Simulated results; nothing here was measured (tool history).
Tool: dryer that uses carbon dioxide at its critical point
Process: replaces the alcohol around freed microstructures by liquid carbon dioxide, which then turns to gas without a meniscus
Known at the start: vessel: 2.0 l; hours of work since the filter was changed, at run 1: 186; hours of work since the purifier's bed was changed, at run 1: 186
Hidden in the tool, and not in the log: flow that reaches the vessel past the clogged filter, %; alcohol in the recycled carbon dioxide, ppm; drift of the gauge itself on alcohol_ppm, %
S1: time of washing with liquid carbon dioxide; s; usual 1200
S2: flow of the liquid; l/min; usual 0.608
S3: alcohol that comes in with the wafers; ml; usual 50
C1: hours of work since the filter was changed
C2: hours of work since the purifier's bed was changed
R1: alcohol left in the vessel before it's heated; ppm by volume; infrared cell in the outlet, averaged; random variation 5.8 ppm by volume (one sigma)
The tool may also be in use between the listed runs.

run,hour,S1,S2,S3,C1,C2,R1
1,0.0,1200,0.608,50,186,186,377
2,14.4,1200,0.608,35,197,197,285
3,27.8,1200,0.608,35,207,207,295
4,36.8,1200,0.608,50,214,214,412
5,46.1,1200,0.608,97,221,221,776
# hour 53.6: inlet filter changed
6,59.9,1200,0.508,50,5,231,508
7,74.0,1200,0.508,50,16,242,536
8,89.3,1200,0.508,50,27,254,538
9,103.4,1200,0.508,50,38,264,577
10,117.3,1200,0.508,50,49,275,574
11,128.1,1200,0.608,50,57,283,295
12,135.0,1200,0.608,50,62,288,294
13,143.9,1200,0.608,22,69,295,157
14,153.1,780,0.608,22,76,302,584
15,163.7,1200,0.608,76,84,310,430
16,175.5,1740,0.608,50,93,319,86
17,188.8,1740,0.608,50,103,330,94
18,200.4,840,0.973,40,112,338,168
19,208.4,840,0.973,40,118,344,181
20,214.8,840,0.973,36,123,349,162
21,221.9,840,0.630,89,128,355,1786
22,237.4,1200,0.955,50,140,367,74
23,253.1,960,0.747,50,152,379,365
24,267.6,900,0.608,61,163,390,1195
25,280.7,1200,0.445,50,173,400,1208
26,288.0,1320,0.479,48,179,405,653
27,299.3,1320,0.638,48,187,414,239
28,310.4,1320,0.638,48,196,422,238
29,319.6,1320,0.638,48,203,429,242
30,328.1,1860,0.723,108,209,436,94
31,337.5,1860,0.723,108,217,443,94

Forecast each of these 5 alternatives for the next run:
A,345.4,1860,0.723,27,223,449,?
B,345.4,1320,0.448,108,223,449,?
C,345.4,960,0.595,59,223,449,?
D,345.4,1080,0.608,50,223,449,?
E,345.4,960,0.723,30,223,449,?

run,R1
A,80
B,1964
C,1153
D,640
E,315
Without the tool's hidden state the same runs would have given:
run,R1
A,5
B,1165
C,668
D,326
E,134
